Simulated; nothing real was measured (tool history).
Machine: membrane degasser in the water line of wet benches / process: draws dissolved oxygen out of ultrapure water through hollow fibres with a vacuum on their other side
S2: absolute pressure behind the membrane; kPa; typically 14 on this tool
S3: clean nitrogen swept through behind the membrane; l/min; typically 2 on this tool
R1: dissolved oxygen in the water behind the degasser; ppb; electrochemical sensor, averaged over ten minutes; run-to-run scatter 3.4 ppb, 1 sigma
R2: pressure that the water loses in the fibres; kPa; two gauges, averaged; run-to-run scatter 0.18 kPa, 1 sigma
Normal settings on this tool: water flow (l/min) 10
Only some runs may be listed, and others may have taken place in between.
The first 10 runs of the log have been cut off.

run 11 day=17.558 | water_flow_(l/min)=9 S2=14 S3=2 | R1=318.4 R2=29.28
run 12 day=19.546 | water_flow_(l/min)=10 S2=32.6 S3=2 | R1=575.9 R2=32.26
run 13 day=21.917 | water_flow_(l/min)=10 S2=14 S3=2 | R1=366.2 R2=32.56
run 14 day=24.033 | water_flow_(l/min)=10 S2=14 S3=2 | R1=364.6 R2=32.28
run 15 day=25.221 | water_flow_(l/min)=10 S2=14 S3=2 | R1=362.5 R2=32.26
run 16 day=27.442 | water_flow_(l/min)=10 S2=14 S3=2 | R1=370.6 R2=32.62
run 17 day=28.912 | water_flow_(l/min)=10 S2=14 S3=2 | R1=360.2 R2=32.61
run 18 day=30.05 | water_flow_(l/min)=10 S2=33.7 S3=1.65 | R1=651.5 R2=32.75
run 19 day=31.446 | water_flow_(l/min)=7 S2=14 S3=2 | R1=235.4 R2=22.96
run 20 day=33.404 | water_flow_(l/min)=7 S2=34.1 S3=2 | R1=409.5 R2=22.72
run 21 day=34.812 | water_flow_(l/min)=9 S2=11.9 S3=3.91 | R1=256 R2=29.43
run 22 day=36.775 | water_flow_(l/min)=9 S2=11.9 S3=3.91 | R1=257 R2=29.25
run 23 day=38.688 | water_flow_(l/min)=9 S2=11.9 S3=3.91 | R1=262.6 R2=29.71
run 24 day=40.854 | water_flow_(l/min)=9 S2=11.9 S3=1.74 | R1=319 R2=29.33
run 25 day=42.725 | water_flow_(l/min)=10 S2=12.2 S3=2 | R1=348.3 R2=32.7
run 26 day=44.346 | water_flow_(l/min)=10 S2=12.2 S3=2 | R1=348.4 R2=33.02
run 27 day=46.275 | water_flow_(l/min)=10 S2=12.2 S3=2 | R1=356.7 R2=32.66
run 28 day=48.571 | water_flow_(l/min)=10 S2=9.7 S3=1.34 | R1=361.1 R2=32.89
run 29 day=50.904 | water_flow_(l/min)=12 S2=34.7 S3=2.22 | R1=689.8 R2=39.09
run 30 day=52.704 | water_flow_(l/min)=12 S2=34.2 S3=0.87 | R1=1178.2 R2=39.09
run 31 day=54.725 | water_flow_(l/min)=10 S2=13.3 S3=3.15 | R1=317.5 R2=32.88
run 32 day=56.033 | water_flow_(l/min)=10 S2=13.3 S3=3.15 | R1=322.6 R2=32.76

Alternative continuations, all from the tool just after run 32; predict every row:
run A day=58.25 | water_flow_(l/min)=8 S2=18.3 S3=5.03 | R1=? R2=?
run B day=58.25 | water_flow_(l/min)=10 S2=21.9 S3=3.16 | R1=? R2=?
run C day=58.25 | water_flow_(l/min)=9 S2=14 S3=2 | R1=? R2=?
run D day=58.25 | water_flow_(l/min)=10 S2=23.3 S3=1.44 | R1=? R2=?

run=A R1=240.1 R2=26.18
run=B R1=389.9 R2=33.14
run=C R1=325.9 R2=29.65
run=D R1=571.5 R2=32.65
Had the tool no hidden state, the same runs would have come out as:
run=A R1=215.7 R2=25.41
run=B R1=356.5 R2=32.17
run=C R1=295.6 R2=28.77
run=D R1=529.5 R2=31.69
